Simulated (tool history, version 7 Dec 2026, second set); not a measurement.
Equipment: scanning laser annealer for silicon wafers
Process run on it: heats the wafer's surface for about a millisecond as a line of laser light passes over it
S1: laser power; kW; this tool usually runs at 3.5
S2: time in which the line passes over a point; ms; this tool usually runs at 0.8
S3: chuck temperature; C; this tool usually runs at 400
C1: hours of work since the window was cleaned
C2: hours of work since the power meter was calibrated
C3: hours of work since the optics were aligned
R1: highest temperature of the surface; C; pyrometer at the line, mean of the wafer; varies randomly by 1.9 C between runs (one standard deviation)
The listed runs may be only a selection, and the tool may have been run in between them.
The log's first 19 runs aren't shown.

{"run": 20, "hour": 539.9, "S1": 3.5, "S2": 0.806, "S3": 400, "C1": 36, "C2": 890, "C3": 223, "R1": 1098}
{"run": 21, "hour": 563.2, "S1": 3.5, "S2": 0.806, "S3": 400, "C1": 48, "C2": 901, "C3": 235, "R1": 1095}
{"run": 22, "hour": 595.4, "S1": 3.289, "S2": 0.777, "S3": 414, "C1": 64, "C2": 917, "C3": 251, "R1": 1043}
{"run": 23, "hour": 628.2, "S1": 3.453, "S2": 0.777, "S3": 366, "C1": 80, "C2": 934, "C3": 267, "R1": 1032}
{"run": 24, "hour": 662.5, "S1": 3.49, "S2": 0.9, "S3": 431, "C1": 97, "C2": 951, "C3": 284, "R1": 1153}
{"run": 25, "hour": 698.5, "S1": 3.49, "S2": 0.9, "S3": 431, "C1": 115, "C2": 968, "C3": 302, "R1": 1148}
{"run": 26, "hour": 715.9, "S1": 3.665, "S2": 0.805, "S3": 435, "C1": 124, "C2": 977, "C3": 311, "R1": 1163}
{"run": 27, "hour": 743.7, "S1": 3.665, "S2": 0.996, "S3": 414, "C1": 137, "C2": 991, "C3": 324, "R1": 1218}
{"run": 28, "hour": 774.3, "S1": 3.665, "S2": 0.996, "S3": 414, "C1": 153, "C2": 1006, "C3": 340, "R1": 1219}
{"run": 29, "hour": 807.3, "S1": 3.665, "S2": 0.996, "S3": 414, "C1": 169, "C2": 1022, "C3": 356, "R1": 1216}
{"run": 30, "hour": 829.8, "S1": 2.975, "S2": 0.967, "S3": 433, "C1": 180, "C2": 1033, "C3": 367, "R1": 1035}
{"run": 31, "hour": 858.0, "S1": 2.975, "S2": 0.967, "S3": 390, "C1": 194, "C2": 1047, "C3": 381, "R1": 989}
{"run": 32, "hour": 888.5, "S1": 2.975, "S2": 0.916, "S3": 426, "C1": 209, "C2": 1062, "C3": 396, "R1": 1007}
{"run": 33, "hour": 907.7, "S1": 2.975, "S2": 0.916, "S3": 426, "C1": 219, "C2": 1072, "C3": 406, "R1": 1006}
{"run": 34, "hour": 931.8, "S1": 3.844, "S2": 0.625, "S3": 421, "C1": 231, "C2": 1084, "C3": 418, "R1": 1095}
{"run": 35, "hour": 961.1, "S1": 3.844, "S2": 0.892, "S3": 435, "C1": 245, "C2": 1098, "C3": 432, "R1": 1238}

Predict the results of run 36:
{"run": 36, "hour": 987.9, "S1": 3.591, "S2": 0.701, "S3": 419, "C1": 258, "C2": 1112, "C3": 445, "R1": "?"}

Run 36 measured R1 1069 C.
Without the tool's hidden state the same run would have given R1 1106 C.

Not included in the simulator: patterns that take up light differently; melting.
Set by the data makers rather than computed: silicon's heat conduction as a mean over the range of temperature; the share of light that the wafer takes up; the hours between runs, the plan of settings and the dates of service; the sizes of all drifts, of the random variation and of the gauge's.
